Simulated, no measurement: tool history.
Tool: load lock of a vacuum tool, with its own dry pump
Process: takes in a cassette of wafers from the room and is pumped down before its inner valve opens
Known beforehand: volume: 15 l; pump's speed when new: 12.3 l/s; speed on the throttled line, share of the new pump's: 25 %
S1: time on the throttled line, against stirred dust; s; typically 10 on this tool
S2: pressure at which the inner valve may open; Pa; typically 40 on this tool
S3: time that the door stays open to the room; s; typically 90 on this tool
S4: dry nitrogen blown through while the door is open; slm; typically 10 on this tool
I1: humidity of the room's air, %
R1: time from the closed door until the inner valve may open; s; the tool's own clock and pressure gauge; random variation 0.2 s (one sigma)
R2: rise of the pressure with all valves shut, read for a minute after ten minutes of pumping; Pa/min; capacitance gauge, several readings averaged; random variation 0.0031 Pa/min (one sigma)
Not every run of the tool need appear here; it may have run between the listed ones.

Run 1, hour 0: usual settings; I1 46.5. Result: R1 17.3 s, R2 0.165 Pa/min.
Run 2, hour 374: usual settings; I1 42.2. Result: R1 17.3 s, R2 0.178 Pa/min.
Run 3, hour 741: usual settings; I1 47.6. Result: R1 17.7 s, R2 0.193 Pa/min.
Run 4, hour 931.8: usual settings but S2 62 Pa; I1 40.9. Result: R1 17 s, R2 0.181 Pa/min.
Run 5, hour 1123.3: usual settings but S2 62 Pa, S4 21 slm; I1 44.7. Result: R1 17.3 s, R2 0.183 Pa/min.
Run 6, hour 1483.9: usual settings; I1 44.1. Result: R1 17.4 s, R2 0.211 Pa/min.
Run 7, hour 1825.4: usual settings but S2 63 Pa; I1 44.7. Result: R1 16.8 s, R2 0.217 Pa/min.
Run 8, hour 2247.5: usual settings but S2 63 Pa; I1 43.8. Result: R1 17.3 s, R2 0.223 Pa/min.
Run 9, hour 2662.6: usual settings but S2 63 Pa; I1 44.8. Result: R1 16.9 s, R2 0.243 Pa/min.
Run 10, hour 2956.7: usual settings but S1 20 s; I1 45.3. Result: R1 24.9 s, R2 0.25 Pa/min.
Run 11, hour 3306.2: usual settings; I1 45. Result: R1 17.1 s, R2 0.265 Pa/min.
Run 12, hour 3489.7: usual settings but S2 48 Pa; I1 45.2. Result: R1 17.2 s, R2 0.265 Pa/min.
Run 13, hour 3909.7: usual settings but S2 48 Pa; I1 44.3. Result: R1 17.2 s, R2 0.281 Pa/min.
Run 14, hour 4239.9: usual settings; I1 44.5. Result: R1 17.7 s, R2 0.289 Pa/min.
Run 15, hour 4651.9: usual settings but S2 30 Pa; I1 41.5. Result: R1 18.1 s, R2 0.301 Pa/min.
Run 16, hour 4907.1: usual settings but S2 30 Pa; I1 46.9. Result: R1 18.1 s, R2 0.316 Pa/min.
Run 17, hour 5218.9: usual settings but S2 30 Pa; I1 45. Result: R1 18.3 s, R2 0.331 Pa/min.
Run 18, hour 5451.9: usual settings but S2 30 Pa; I1 45.6. Result: R1 18.3 s, R2 0.34 Pa/min.
Run 19, hour 5792.1: usual settings; I1 44.2. Result: R1 18.2 s, R2 0.35 Pa/min.
Run 20, hour 6078.1: usual settings but S2 36 Pa, S3 45 s; I1 45.7. Result: R1 18.2 s, R2 0.351 Pa/min.
Run 21, hour 6335: usual settings but S2 36 Pa, S3 45 s; I1 42.3. Result: R1 18.1 s, R2 0.347 Pa/min.
Run 22, hour 6619.8: usual settings but S1 17 s, S2 29 Pa, S3 45 s, S4 11 slm; I1 43.4. Result: R1 23.7 s, R2 0.37 Pa/min.
Run 23, hour 6845.1: usual settings but S1 16 s, S2 32 Pa, S3 115 s, S4 19 slm; I1 45.2. Result: R1 22.7 s, R2 0.397 Pa/min.
Run 24, hour 7264: usual settings but S1 16 s, S2 32 Pa, S3 115 s, S4 19 slm; I1 43.5. Result: R1 23.1 s, R2 0.409 Pa/min.
Run 25, hour 7513.8: usual settings but S1 12 s, S2 37 Pa, S3 58 s, S4 16 slm; I1 45.8. Result: R1 19.9 s, R2 0.403 Pa/min.
Run 26, hour 7922.7: usual settings but S1 7 s, S2 62 Pa, S3 88 s, S4 15 slm; I1 44.6. Result: R1 15.3 s, R2 0.432 Pa/min.
Run 27, hour 8314.4: usual settings but S1 7 s, S2 62 Pa, S3 88 s, S4 15 slm; I1 44.8. Result: R1 15.6 s, R2 0.451 Pa/min.
Run 28, hour 8669.1: usual settings but S3 162 s; I1 43.7. Result: R1 18.7 s, R2 0.499 Pa/min.
Run 29, hour 8915: usual settings but S1 5 s; I1 45.4. Result: R1 15.5 s, R2 0.49 Pa/min.
Run 30, hour 9219.8: usual settings but S1 5 s; I1 45.4. Result: R1 15.1 s, R2 0.506 Pa/min.
At hour 9313.4: dry pump taken out, an overhauled one fitted.
Run 31, hour 9497.2: usual settings but S1 13 s, S2 79 Pa; I1 44.5. Result: R1 18.6 s, R2 0.52 Pa/min.
Run 32, hour 9714: usual settings but S2 43 Pa, S3 196 s; I1 46. Result: R1 17.1 s, R2 0.569 Pa/min.
Run 33, hour 9932.7: usual settings but S2 43 Pa, S3 196 s; I1 44.2. Result: R1 17.2 s, R2 0.578 Pa/min.
Run 34, hour 10152.8: usual settings but S2 51 Pa, S3 25 s; I1 45.6. Result: R1 16.6 s, R2 0.529 Pa/min.
Run 35, hour 10430.1: usual settings but S2 51 Pa, S3 25 s; I1 43.3. Result: R1 16.6 s, R2 0.536 Pa/min.
Run 36, hour 10639.7: usual settings but S1 14 s, S2 51 Pa, S3 132 s; I1 45.1. Result: R1 20.2 s, R2 0.583 Pa/min.
Run 37, hour 10945.1: usual settings but S1 14 s, S2 51 Pa, S3 132 s; I1 44.5. Result: R1 19.9 s, R2 0.604 Pa/min.

3 options for the next run, each taken on its own from the tool as it stands now. Forecast them:
Run A, hour 11207.8: usual settings but S1 12 s, S2 51 Pa, S3 132 s, S4 5 slm; I1 44.3. Result: R1 ?, R2 ?.
Run B, hour 11207.8: usual settings but S2 73 Pa, S4 9 slm; I1 44.4. Result: R1 ?, R2 ?.
Run C, hour 11207.8: usual settings but S1 8 s, S2 51 Pa, S3 132 s; I1 43.3. Result: R1 ?, R2 ?.

run    R1     R2
  A  18.1  0.636
  B  16.5  0.599
  C  15.6  0.627
Without the tool's hidden state the same runs would have given:
run    R1     R2
  A  17.9  0.109
  B  16.4  0.079
  C  15.4  0.096
